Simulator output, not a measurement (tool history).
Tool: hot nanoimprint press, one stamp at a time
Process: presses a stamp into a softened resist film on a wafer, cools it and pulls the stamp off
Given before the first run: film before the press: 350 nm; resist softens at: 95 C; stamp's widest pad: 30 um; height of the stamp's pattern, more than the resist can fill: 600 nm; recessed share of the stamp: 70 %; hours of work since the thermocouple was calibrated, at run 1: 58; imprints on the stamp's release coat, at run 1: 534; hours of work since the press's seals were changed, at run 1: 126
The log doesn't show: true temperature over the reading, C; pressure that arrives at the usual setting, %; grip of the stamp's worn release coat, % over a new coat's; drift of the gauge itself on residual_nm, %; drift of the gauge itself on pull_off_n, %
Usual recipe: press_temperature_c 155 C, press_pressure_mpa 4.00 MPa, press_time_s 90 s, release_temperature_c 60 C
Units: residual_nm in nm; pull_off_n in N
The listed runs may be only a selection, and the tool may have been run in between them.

run    day  press_temperature_c  press_pressure_mpa  press_time_s  release_temperature_c  hours of work since the thermocouple was calibrated  imprints on the stamp's release coat  hours of work since the press's seals were changed  residual_nm  pull_off_n
  1  0.000                  155                4.00            90                     60                                                   58                                   534                                                 126        160.4         252
  2  0.238                  155                4.00            90                     60                                                   60                                   551                                                 129        160.6         248
  3  0.608                  155                4.00            90                     67                                                   64                                   578                                                 132        160.8         208
  4  1.012                  155                4.00            90                     67                                                   68                                   607                                                 136        160.2         221
  5  1.321                  155                4.00            90                     67                                                   71                                   630                                                 140        160.6         215
  6  1.771                  155                4.00            90                     67                                                   76                                   662                                                 144        159.9         223
  7  2.112                  155                4.00            90                     67                                                   79                                   687                                                 147        160.0         211
  8  2.375                  155                4.00            90                     67                                                   82                                   706                                                 150        160.3         218
  9  2.821                  155                4.00            90                     67                                                   86                                   739                                                 155        160.0         220
 10  3.267                  155                4.00            90                     67                                                   91                                   771                                                 159        160.1         224
 11  3.483                  155                4.00            90                     67                                                   93                                   787                                                 161        159.9         219
 12  3.871                  155                4.00            90                     67                                                   97                                   815                                                 165        160.1         221
 13  4.146                  155                4.00            90                     67                                                  100                                   835                                                 168        159.2         230
 14  4.383                  155                4.00            90                     67                                                  102                                   852                                                 170        159.7         226
 15  4.775                  155                4.00            76                     60                                                  106                                   881                                                 174        169.9         270
 16  5.217                  155                5.85            51                     60                                                  110                                   913                                                 179        165.5         273
 17  5.571                  155                5.85            51                     60                                                  114                                   938                                                 182        165.6         279
 18  5.762                  158                4.06            60                     50                                                  116                                   952                                                 184        163.9         338
 19  6.212                  158                4.06            60                     50                                                  120                                   985                                                 189        163.3         333
 20  6.621                  167                4.00           130                     60                                                  124                                  1014                                                 193         83.3         280
 21  7.033                  167                4.00           130                     60                                                  128                                  1044                                                 197         83.2         283
 22  7.375                  155                3.21            84                     52                                                  132                                  1069                                                 200        180.5         323
 23  7.704                  155                4.63            84                     45                                                  135                                  1093                                                 203        153.1         391
 24  7.900                  150                3.45            90                     51                                                  137                                  1107                                                 205        207.1         357
 25  8.238                  164                3.51            84                     46                                                  141                                  1132                                                 209        120.6         384
 26  8.567                  157                3.51            54                     51                                                  144                                  1155                                                 212        187.8         344
 27  8.846                  157                3.51            54                     51                                                  147                                  1176                                                 215        187.1         365
 28  9.062                  159                4.26            54                     62                                                  149                                  1192                                                 217        159.5         276
 29  9.258                  155                4.00           123                     60                                                  151                                  1206                                                 219        141.2         298
 30  9.450                  159                4.00            92                     60                                                  153                                  1220                                                 221        134.3         294

A few steps of residual_nm between consecutive runs. Split each: what settings, incoming material and random variation would produce without the hidden state, and what is left over for the hidden state, along with gauge scatter present in only one of the two compared results (measured, and without hidden state):
Run 1 -> 2: settings left as they were, no log entry in between. residual_nm +0.2 nm: hidden state -0.1, all else +0.3.
Run 19 -> 20: press_temperature_c 158 -> 167, press_pressure_mpa 4.06 -> 4.00, press_time_s 60 -> 130, release_temperature_c 50 -> 60. residual_nm -80.0 nm: hidden state +0.1, all else -80.1.
Run 21 -> 22: press_temperature_c 167 -> 155, press_pressure_mpa 4.00 -> 3.21, press_time_s 130 -> 84, release_temperature_c 60 -> 52. residual_nm +97.3 nm: hidden state -0.2, all else +97.5.
Run 23 -> 24: press_temperature_c 155 -> 150, press_pressure_mpa 4.63 -> 3.45, press_time_s 84 -> 90, release_temperature_c 45 -> 51. residual_nm +54.0 nm: hidden state -0.2, all else +54.2.
Run 24 -> 25: press_temperature_c 150 -> 164, press_pressure_mpa 3.45 -> 3.51, press_time_s 90 -> 84, release_temperature_c 51 -> 46. residual_nm -86.5 nm: hidden state +0.1, all else -86.6.
